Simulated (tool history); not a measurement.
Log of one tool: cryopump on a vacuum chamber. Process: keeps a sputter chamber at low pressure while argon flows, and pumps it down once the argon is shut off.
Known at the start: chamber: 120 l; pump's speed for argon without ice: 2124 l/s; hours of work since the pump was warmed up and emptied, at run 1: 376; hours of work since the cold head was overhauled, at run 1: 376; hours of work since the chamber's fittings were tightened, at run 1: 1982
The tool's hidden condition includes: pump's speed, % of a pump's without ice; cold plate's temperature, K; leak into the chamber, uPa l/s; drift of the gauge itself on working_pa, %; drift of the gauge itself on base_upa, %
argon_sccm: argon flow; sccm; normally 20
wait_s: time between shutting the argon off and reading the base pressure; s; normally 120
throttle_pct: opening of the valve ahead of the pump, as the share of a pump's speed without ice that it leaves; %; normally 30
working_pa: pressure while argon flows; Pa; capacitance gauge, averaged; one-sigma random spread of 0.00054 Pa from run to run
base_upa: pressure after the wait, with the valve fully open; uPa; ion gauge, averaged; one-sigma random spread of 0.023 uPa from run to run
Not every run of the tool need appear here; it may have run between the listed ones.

run,hour,argon_sccm,wait_s,throttle_pct,hours of work since the pump was warmed up and emptied,hours of work since the cold head was overhauled,hours of work since the chamber's fittings were tightened,working_pa,base_upa
1,0.0,20,120,30,376,376,1982,0.0565,1.79
2,12.4,20,290,30,386,386,1992,0.0577,1.43
3,25.3,20,120,30,396,396,2003,0.0568,1.78
4,39.5,20,120,30,408,408,2014,0.0570,1.79
5,56.0,20,120,30,422,422,2028,0.0571,1.77
6,71.3,20,120,30,434,434,2040,0.0573,1.80
7,82.5,20,120,30,443,443,2049,0.0566,1.80
8,91.8,20,120,30,451,451,2057,0.0578,1.84
9,101.5,20,120,30,459,459,2065,0.0578,1.84
10,112.0,20,42,30,467,467,2074,0.0578,2.82
# hour 127.0: pump warmed up, emptied and cooled again
11,135.8,20,42,30,7,483,2089,0.0521,2.63
12,149.2,20,120,30,18,494,2100,0.0535,1.55
13,163.0,20,120,30,30,505,2111,0.0533,1.53
14,172.7,20,120,30,37,513,2119,0.0535,1.53
15,188.9,15,210,57,51,526,2132,0.0222,1.37
16,204.8,20,199,28,64,539,2145,0.0572,1.37
17,218.1,30,120,57,75,550,2156,0.0433,1.62
18,230.4,25,126,22,85,560,2166,0.0920,1.58
19,245.6,25,126,22,97,573,2179,0.0923,1.60
20,259.9,9,117,30,109,584,2190,0.0243,1.65
21,275.9,23,180,24,122,597,2204,0.0782,1.51
22,293.5,8,180,24,136,612,2218,0.0284,1.53
23,311.5,8,180,24,151,627,2233,0.0263,1.46
24,322.1,9,33,20,160,635,2241,0.0366,3.25
25,331.2,36,120,50,167,643,2249,0.0609,1.71

Take each entry between the runs: how does the hidden state at the last listed run before it differ from the hidden state at the first listed run after it?
Runs 10 to 11: pump warmed up, emptied and cooled again (hour 127.0)
  pump's speed, % of a pump's without ice: 76.7 -> 99.2; leak into the chamber, uPa l/s: 2089 -> 2102
  measured less the result without the state, working_pa: +0.0049 -> +0.0003 Pa; base_upa: +1.12 -> +0.86 uPa
